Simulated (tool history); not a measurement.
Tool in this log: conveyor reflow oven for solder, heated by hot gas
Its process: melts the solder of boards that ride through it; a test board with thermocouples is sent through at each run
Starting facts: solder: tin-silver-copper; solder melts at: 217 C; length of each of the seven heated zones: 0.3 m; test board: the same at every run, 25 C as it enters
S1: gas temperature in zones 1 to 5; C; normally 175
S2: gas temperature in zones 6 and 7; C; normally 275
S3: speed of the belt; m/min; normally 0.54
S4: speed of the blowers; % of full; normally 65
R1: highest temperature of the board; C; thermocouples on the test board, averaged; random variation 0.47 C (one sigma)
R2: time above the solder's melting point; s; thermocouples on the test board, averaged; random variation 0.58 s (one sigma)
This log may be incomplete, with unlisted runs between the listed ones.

Run 1, hour 0: usual settings. Result: R1 251.8 C, R2 48.8 s.
Run 2, hour 30.8: usual settings but S4 58 % of full. Result: R1 249.2 C, R2 46.1 s.
Run 3, hour 62.9: usual settings but S1 189 C. Result: R1 254.8 C, R2 55.7 s.
Run 4, hour 86.4: usual settings but S1 189 C, S3 0.571 m/min. Result: R1 252.3 C, R2 50.9 s.
Run 5, hour 115.4: usual settings but S1 189 C, S3 0.571 m/min. Result: R1 251.2 C, R2 49.8 s.
Run 6, hour 133.7: usual settings but S1 189 C, S3 0.571 m/min. Result: R1 252.4 C, R2 50.4 s.
Run 7, hour 153.3: usual settings. Result: R1 250.5 C, R2 47.3 s.
Run 8, hour 171.2: usual settings but S1 173 C. Result: R1 249.5 C, R2 46.2 s.
At hour 196.7: flux residue cleaned out of gas plates and filters.
Run 9, hour 201.9: usual settings but S1 173 C. Result: R1 247.6 C, R2 43.9 s.
Run 10, hour 217.7: usual settings but S4 61 % of full. Result: R1 247.1 C, R2 44.3 s.
Run 11, hour 231.7: usual settings but S4 61 % of full. Result: R1 247 C, R2 44.7 s.
Run 12, hour 245.7: usual settings. Result: R1 247 C, R2 45.8 s.
Run 13, hour 261: usual settings but S3 0.571 m/min. Result: R1 244.8 C, R2 41.1 s.
Run 14, hour 292.5: usual settings. Result: R1 247 C, R2 44.9 s.
Run 15, hour 324.6: usual settings but S1 170 C. Result: R1 245.7 C, R2 42.8 s.

Predict the results of run 16:
At hour 342.2: flux residue cleaned out of gas plates and filters, once more.
Run 16, hour 343.1: usual settings but S1 170 C. Result: R1 ?, R2 ?.

R1: 251.2 C
R2: 48.4 s
Minus the tool's unlogged condition, the same run would have read R1 251.2 C, R2 47.5 s.
